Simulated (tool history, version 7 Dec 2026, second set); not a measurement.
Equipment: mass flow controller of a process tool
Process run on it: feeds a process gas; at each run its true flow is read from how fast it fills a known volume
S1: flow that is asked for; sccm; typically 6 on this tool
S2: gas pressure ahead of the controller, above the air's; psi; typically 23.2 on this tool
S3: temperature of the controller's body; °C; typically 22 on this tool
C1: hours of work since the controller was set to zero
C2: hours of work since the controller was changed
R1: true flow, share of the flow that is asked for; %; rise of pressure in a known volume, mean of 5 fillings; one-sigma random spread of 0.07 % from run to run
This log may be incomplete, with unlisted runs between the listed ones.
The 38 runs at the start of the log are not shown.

Run 39, day 93.746: usual settings but S2 31.3 psi, S3 28 °C; C1 1010; C2 1010. Result: R1 98.61 %.
Run 40, day 96.475: usual settings but S2 31.3 psi, S3 28 °C; C1 1033; C2 1033. Result: R1 98.67 %.
Run 41, day 98.908: usual settings but S2 38.0 psi; C1 1055; C2 1055. Result: R1 97.76 %.
Run 42, day 100.488: usual settings but S2 38.0 psi; C1 1068; C2 1068. Result: R1 97.76 %.
Run 43, day 102.208: usual settings but S2 39.3 psi; C1 1083; C2 1083. Result: R1 97.78 %.
Run 44, day 105.392: usual settings but S2 39.3 psi; C1 1111; C2 1111. Result: R1 97.69 %.
Run 45, day 108.150: usual settings but S1 3 sccm, S2 39.3 psi; C1 1135; C2 1135. Result: R1 97.37 %.
Run 46, day 111.350: usual settings but S1 3 sccm, S2 39.3 psi; C1 1162; C2 1162. Result: R1 97.30 %.
Run 47, day 113.658: usual settings but S1 3 sccm, S2 39.3 psi; C1 1183; C2 1183. Result: R1 97.27 %.
Run 48, day 116.562: usual settings but S1 3 sccm, S2 39.3 psi; C1 1208; C2 1208. Result: R1 97.30 %.
At day 117.604: gauge calibrated.
Run 49, day 117.983: usual settings but S1 3 sccm, S2 39.3 psi; C1 1220; C2 1220. Result: R1 97.51 %.

Branching from run 49: 4 alternative next runs. What would each branch give?
Run A, day 120.642: usual settings but S1 3 sccm, S2 24.7 psi, S3 33 °C; C1 1243; C2 1243. Result: R1 ?.
Run B, day 120.642: usual settings but S1 8 sccm, S2 22.5 psi; C1 1243; C2 1243. Result: R1 ?.
Run C, day 120.642: usual settings but S1 4 sccm, S2 26.3 psi, S3 36 °C; C1 1243; C2 1243. Result: R1 ?.
Run D, day 120.642: usual settings but S1 3 sccm, S2 39.3 psi, S3 21 °C; C1 1243; C2 1243. Result: R1 ?.

run     R1
  A  99.16
  B  98.51
  C  99.61
  D  97.41
Without the tool's hidden state the same runs would have given:
run     R1
  A  99.17
  B  98.52
  C  99.63
  D  97.43
